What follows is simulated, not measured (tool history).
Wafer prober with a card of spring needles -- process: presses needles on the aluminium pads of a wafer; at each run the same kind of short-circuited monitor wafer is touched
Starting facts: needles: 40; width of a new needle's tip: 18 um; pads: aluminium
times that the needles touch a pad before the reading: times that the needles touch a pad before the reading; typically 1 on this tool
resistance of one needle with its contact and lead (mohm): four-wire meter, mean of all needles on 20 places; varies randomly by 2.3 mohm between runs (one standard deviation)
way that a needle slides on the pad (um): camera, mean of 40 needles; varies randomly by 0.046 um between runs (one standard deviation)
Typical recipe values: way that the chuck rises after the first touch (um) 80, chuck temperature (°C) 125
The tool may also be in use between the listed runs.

run,day,way that the chuck rises after the first touch (um),chuck temperature (°C),times that the needles touch a pad before the reading,resistance of one needle with its contact and lead (mohm),way that a needle slides on the pad (um)
1,0.000,80,125,1,259,17.88
# day 0.167: tips cleaned on abrasive film
# day 0.417: tips cleaned on abrasive film
2,0.521,80,125,1,257,17.93
# day 0.683: tips cleaned on abrasive film
# day 0.925: tips cleaned on abrasive film
3,1.121,80,125,1,261,17.90
# day 1.183: tips cleaned on abrasive film
# day 1.483: tips cleaned on abrasive film
# day 1.783: tips cleaned on abrasive film
4,1.804,80,125,1,254,17.92
# day 2.075: tips cleaned on abrasive film
5,2.154,80,125,1,258,17.90
# day 2.338: tips cleaned on abrasive film
6,2.562,80,125,1,259,17.88
# day 2.625: tips cleaned on abrasive film
# day 2.917: tips cleaned on abrasive film
7,3.125,80,125,1,258,17.81
# day 3.171: tips cleaned on abrasive film
# day 3.433: tips cleaned on abrasive film
8,3.629,80,125,1,259,17.85
# day 3.729: tips cleaned on abrasive film
# day 3.975: tips cleaned on abrasive film
9,3.996,80,125,1,259,17.80
# day 4.229: tips cleaned on abrasive film
# day 4.496: tips cleaned on abrasive film
10,4.567,80,80,1,250,17.78
# day 4.783: tips cleaned on abrasive film
# day 5.029: tips cleaned on abrasive film
11,5.208,80,31,1,234,17.82
# day 5.296: tips cleaned on abrasive film
12,5.521,80,125,1,262,17.69
# day 5.588: tips cleaned on abrasive film
# day 5.854: tips cleaned on abrasive film
13,5.942,80,125,1,262,17.81
# day 6.108: tips cleaned on abrasive film
# day 6.408: tips cleaned on abrasive film
14,6.471,80,125,1,259,17.79
# day 6.683: tips cleaned on abrasive film
# day 6.929: tips cleaned on abrasive film
15,7.088,80,125,1,256,17.81
# day 7.192: tips cleaned on abrasive film
# day 7.446: tips cleaned on abrasive film
16,7.679,84,38,1,232,18.66
# day 7.733: tips cleaned on abrasive film
17,7.971,84,38,1,240,18.62
# day 8.021: tips cleaned on abrasive film
# day 8.275: tips cleaned on abrasive film
# day 8.571: tips cleaned on abrasive film
18,8.683,84,38,1,234,18.59
# day 8.825: tips cleaned on abrasive film
# day 9.096: tips cleaned on abrasive film
19,9.308,84,38,1,234,18.59
# day 9.350: tips cleaned on abrasive film
# day 9.600: tips cleaned on abrasive film
20,9.733,80,36,1,234,17.72
# day 9.879: tips cleaned on abrasive film
# day 10.129: tips cleaned on abrasive film
21,10.129,97,125,1,257,21.47
# day 10.371: tips cleaned on abrasive film
# day 10.646: tips cleaned on abrasive film
22,10.771,77,103,3,250,16.97
# day 10.929: tips cleaned on abrasive film
# day 10.942: height of the first contact set anew
# day 11.192: tips cleaned on abrasive film
23,11.192,77,103,3,252,16.95
# day 11.442: tips cleaned on abrasive film
# day 11.683: tips cleaned on abrasive film
24,11.896,69,40,2,239,15.25
# day 11.933: tips cleaned on abrasive film
# day 12.204: tips cleaned on abrasive film
25,12.204,80,34,1,235,17.54
# day 12.417: gauge calibrated
# day 12.479: tips cleaned on abrasive film
# day 12.746: tips cleaned on abrasive film
26,12.746,80,34,1,235,17.91
# day 13.038: tips cleaned on abrasive film
# day 13.300: tips cleaned on abrasive film
27,13.300,80,34,1,233,17.95
# day 13.579: tips cleaned on abrasive film
# day 13.829: tips cleaned on abrasive film
28,13.862,75,89,2,251,16.81
# day 14.117: tips cleaned on abrasive film
29,14.312,75,89,2,249,16.79

For each run, the measured value with the value that run would have given without the tool's hidden condition subtracted. The run-to-run variation is shared by both, the gauge scatter possibly not:
The hidden state here: debris on the tips, nm; way that the needles fall short of the set height, um; tips' diameter, um; drift of the gauge itself on contact_mohm, %; drift of the gauge itself on scrub_um, %.
run,way that a needle slides on the pad (um)
1,+0.00
2,-0.01
3,-0.03
4,-0.05
5,-0.05
6,-0.07
7,-0.09
8,-0.10
9,-0.11
10,-0.13
11,-0.14
12,-0.15
13,-0.17
14,-0.17
15,-0.19
16,-0.22
17,-0.23
18,-0.24
19,-0.26
20,-0.27
21,-0.33
22,-0.28
23,-0.28
24,-0.28
25,-0.32
26,-0.01
27,-0.02
28,-0.04
29,-0.05
For resistance of one needle with its contact and lead (mohm), the value without the hidden state is never more than 2 from the measured value.
